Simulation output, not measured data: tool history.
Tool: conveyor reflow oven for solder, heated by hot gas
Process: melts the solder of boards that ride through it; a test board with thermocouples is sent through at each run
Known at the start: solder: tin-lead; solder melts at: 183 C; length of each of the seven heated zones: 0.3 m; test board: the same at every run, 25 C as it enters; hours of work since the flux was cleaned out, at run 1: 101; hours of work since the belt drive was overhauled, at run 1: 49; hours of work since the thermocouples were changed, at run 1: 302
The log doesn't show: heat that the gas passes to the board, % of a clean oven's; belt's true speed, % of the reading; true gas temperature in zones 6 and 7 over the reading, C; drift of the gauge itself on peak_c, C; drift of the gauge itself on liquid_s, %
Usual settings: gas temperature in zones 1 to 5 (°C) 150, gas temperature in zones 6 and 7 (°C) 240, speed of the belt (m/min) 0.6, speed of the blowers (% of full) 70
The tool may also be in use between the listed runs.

| run | hour | gas temperature in zones 1 to 5 (°C) | gas temperature in zones 6 and 7 (°C) | speed of the belt (m/min) | speed of the blowers (% of full) | hours of work since the flux was cleaned out | hours of work since the belt drive was overhauled | hours of work since the thermocouples were changed | highest temperature of the board (°C) | time above the solder's melting point (s) |
|---|---|---|---|---|---|---|---|---|---|---|
| 1 | 0 | 150 | 240 | 0.6 | 70 | 101 | 49 | 302 | 221.3 | 50.2 |
| 2 | 30.8 | 150 | 230 | 0.6 | 70 | 122 | 70 | 323 | 213.2 | 45.3 |
| 3 | 82.3 | 150 | 230 | 0.6 | 70 | 157 | 105 | 358 | 212.9 | 45.4 |
| 4 | 147.5 | 150 | 230 | 0.6 | 70 | 202 | 150 | 403 | 213.1 | 45.5 |
|  | 161.8 | flux residue cleaned out of gas plates and filters |
| 5 | 183.3 | 150 | 244 | 0.6 | 70 | 15 | 171 | 424 | 224.7 | 52 |
| 6 | 219.6 | 150 | 244 | 0.6 | 70 | 40 | 196 | 449 | 224.5 | 52.3 |
| 7 | 282.8 | 150 | 240 | 0.6 | 70 | 83 | 239 | 492 | 221.9 | 50.9 |
| 8 | 344.5 | 150 | 240 | 0.6 | 70 | 125 | 281 | 534 | 221.6 | 50.4 |
| 9 | 408.6 | 150 | 240 | 0.6 | 75 | 169 | 325 | 578 | 222.5 | 51 |
| 10 | 446 | 150 | 240 | 0.6 | 75 | 195 | 351 | 604 | 222 | 51.2 |
|  | 475.6 | flux residue cleaned out of gas plates and filters |
| 11 | 479.1 | 150 | 240 | 0.6 | 75 | 2 | 370 | 623 | 222.5 | 50.9 |
| 12 | 511.9 | 150 | 240 | 0.632 | 70 | 25 | 392 | 645 | 219.3 | 46.5 |
| 13 | 539 | 150 | 240 | 0.632 | 70 | 43 | 411 | 664 | 219.6 | 46.6 |
| 14 | 585.9 | 150 | 236 | 0.671 | 67 | 76 | 443 | 696 | 214 | 40.3 |
| 15 | 642.5 | 151 | 240 | 0.549 | 70 | 114 | 482 | 735 | 224.3 | 57.2 |
| 16 | 694.9 | 151 | 240 | 0.594 | 86 | 150 | 518 | 771 | 224.3 | 53.2 |
| 17 | 725 | 152 | 240 | 0.594 | 81 | 171 | 538 | 791 | 224 | 53 |
|  | 785.7 | flux residue cleaned out of gas plates and filters |
| 18 | 792.3 | 161 | 233 | 0.7 | 64 | 4 | 581 | 834 | 212.2 | 41.1 |
| 19 | 851.8 | 156 | 247 | 0.667 | 70 | 45 | 622 | 875 | 224.6 | 48.6 |
| 20 | 893.1 | 156 | 247 | 0.667 | 70 | 74 | 650 | 903 | 224.6 | 48.7 |
| 21 | 936.9 | 150 | 228 | 0.6 | 54 | 104 | 680 | 933 | 208.3 | 41.4 |
| 22 | 979 | 150 | 228 | 0.6 | 54 | 132 | 709 | 962 | 208.6 | 41.3 |
| 23 | 1018.3 | 150 | 228 | 0.671 | 61 | 159 | 736 | 989 | 206.4 | 35 |
| 24 | 1051.4 | 161 | 244 | 0.481 | 61 | 182 | 759 | 1012 | 231.7 | 73.7 |
| 25 | 1087.4 | 155 | 238 | 0.548 | 71 | 207 | 783 | 1036 | 223.6 | 58.7 |

Forecast each of these 4 alternatives for the next run:
|  | 1097 | flux residue cleaned out of gas plates and filters |
| A | 1152.8 | 161 | 239 | 0.547 | 70 | 38 | 825 | 1078 | ? | ? |
|  | 1097 | flux residue cleaned out of gas plates and filters |
| B | 1152.8 | 158 | 240 | 0.6 | 70 | 38 | 825 | 1078 | ? | ? |
|  | 1097 | flux residue cleaned out of gas plates and filters |
| C | 1152.8 | 157 | 240 | 0.6 | 70 | 38 | 825 | 1078 | ? | ? |
|  | 1097 | flux residue cleaned out of gas plates and filters |
| D | 1152.8 | 150 | 240 | 0.501 | 68 | 38 | 825 | 1078 | ? | ? |

| run | highest temperature of the board (°C) | time above the solder's melting point (s) |
|---|---|---|
| A | 226.1 | 62.4 |
| B | 222.9 | 54.2 |
| C | 223 | 54.2 |
| D | 226.4 | 64 |
Without the tool's hidden state the same runs would have given:
| run | highest temperature of the board (°C) | time above the solder's melting point (s) |
|---|---|---|
| A | 226 | 62.3 |
| B | 222.8 | 54.1 |
| C | 222.9 | 54.1 |
| D | 226.3 | 63.9 |

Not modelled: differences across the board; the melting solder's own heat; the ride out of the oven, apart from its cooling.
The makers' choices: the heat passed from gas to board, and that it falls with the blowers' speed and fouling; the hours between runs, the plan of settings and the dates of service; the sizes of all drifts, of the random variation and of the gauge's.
